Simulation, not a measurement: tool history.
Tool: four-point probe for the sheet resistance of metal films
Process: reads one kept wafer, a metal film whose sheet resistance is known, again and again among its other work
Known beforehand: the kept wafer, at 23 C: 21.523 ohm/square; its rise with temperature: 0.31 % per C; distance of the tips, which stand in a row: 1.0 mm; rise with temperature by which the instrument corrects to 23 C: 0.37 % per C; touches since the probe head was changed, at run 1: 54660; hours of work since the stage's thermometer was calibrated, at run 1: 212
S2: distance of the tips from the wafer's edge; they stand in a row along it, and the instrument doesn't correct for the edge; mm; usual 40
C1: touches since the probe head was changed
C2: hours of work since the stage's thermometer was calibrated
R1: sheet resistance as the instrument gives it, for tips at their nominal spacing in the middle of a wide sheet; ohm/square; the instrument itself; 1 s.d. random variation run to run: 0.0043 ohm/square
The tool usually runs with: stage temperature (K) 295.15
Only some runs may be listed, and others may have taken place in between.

run 1 hour=0.0 | stage_temperature_(K)=295.15 S2=40 | C1=54660 C2=212 | R1=21.496006
run 2 hour=81.3 | stage_temperature_(K)=295.15 S2=40 | C1=57056 C2=248 | R1=21.492716
run 3 hour=151.8 | stage_temperature_(K)=295.15 S2=40 | C1=59135 C2=279 | R1=21.490943
run 4 hour=219.3 | stage_temperature_(K)=295.15 S2=40 | C1=61127 C2=309 | R1=21.489727
run 5 hour=274.7 | stage_temperature_(K)=295.15 S2=40 | C1=62761 C2=334 | R1=21.494475
run 6 hour=325.2 | stage_temperature_(K)=307.15 S2=40 | C1=64248 C2=356 | R1=21.332152
run 7 hour=364.2 | stage_temperature_(K)=295.15 S2=40 | C1=65399 C2=373 | R1=21.498685
run 8 hour=436.5 | stage_temperature_(K)=295.15 S2=40 | C1=67531 C2=405 | R1=21.497042
run 9 hour=524.3 | stage_temperature_(K)=295.15 S2=40 | C1=70119 C2=444 | R1=21.493121
run 10 hour=593.9 | stage_temperature_(K)=295.15 S2=40 | C1=72172 C2=475 | R1=21.497784
run 11 hour=676.1 | stage_temperature_(K)=295.15 S2=40 | C1=74597 C2=512 | R1=21.493454
run 12 hour=734.2 | stage_temperature_(K)=295.15 S2=36 | C1=76309 C2=537 | R1=21.501956
run 13 hour=808.9 | stage_temperature_(K)=295.15 S2=13 | C1=78511 C2=570 | R1=21.554011
run 14 hour=889.4 | stage_temperature_(K)=307.15 S2=40 | C1=80887 C2=606 | R1=21.343661
run 15 hour=978.7 | stage_temperature_(K)=295.15 S2=40 | C1=83520 C2=646 | R1=21.493197
run 16 hour=1022.9 | stage_temperature_(K)=295.15 S2=40 | C1=84821 C2=665 | R1=21.479494
run 17 hour=1073.7 | stage_temperature_(K)=295.15 S2=40 | C1=86321 C2=688 | R1=21.480469
run 18 hour=1129.8 | stage_temperature_(K)=295.15 S2=10 | C1=87974 C2=713 | R1=21.602269
run 19 hour=1187.0 | stage_temperature_(K)=295.15 S2=10 | C1=89661 C2=738 | R1=21.597106
run 20 hour=1260.8 | stage_temperature_(K)=295.15 S2=10 | C1=91837 C2=771 | R1=21.596089
run 21 hour=1321.0 | stage_temperature_(K)=298.15 S2=40 | C1=93612 C2=798 | R1=21.448571
run 22 hour=1381.5 | stage_temperature_(K)=298.15 S2=40 | C1=95397 C2=824 | R1=21.443532
run 23 hour=1428.7 | stage_temperature_(K)=295.15 S2=40 | C1=96789 C2=845 | R1=21.480894
run 24 hour=1508.0 | stage_temperature_(K)=298.15 S2=66 | C1=99128 C2=881 | R1=21.438242
run 25 hour=1591.5 | stage_temperature_(K)=298.15 S2=66 | C1=101590 C2=918 | R1=21.446605
run 26 hour=1682.5 | stage_temperature_(K)=298.15 S2=66 | C1=104274 C2=958 | R1=21.444820
run 27 hour=1766.8 | stage_temperature_(K)=298.15 S2=66 | C1=106759 C2=995 | R1=21.446543
run 28 hour=1845.1 | stage_temperature_(K)=298.15 S2=66 | C1=109069 C2=1030 | R1=21.442713
run 29 hour=1931.3 | stage_temperature_(K)=297.15 S2=61 | C1=111610 C2=1068 | R1=21.451281
run 30 hour=1985.4 | stage_temperature_(K)=305.15 S2=3 | C1=113206 C2=1092 | R1=22.553182
run 31 hour=2059.2 | stage_temperature_(K)=305.15 S2=3 | C1=115380 C2=1125 | R1=22.549564
run 32 hour=2107.0 | stage_temperature_(K)=305.15 S2=3 | C1=116790 C2=1146 | R1=22.548933

Run 33 is up next; what results do you expect?
run 33 hour=2191.1 | stage_temperature_(K)=305.15 S2=3 | C1=119270 C2=1184 | R1=?

R1: 22.555518 ohm/square
With no hidden state in the tool, this same run would have given R1 22.617907 ohm/square.
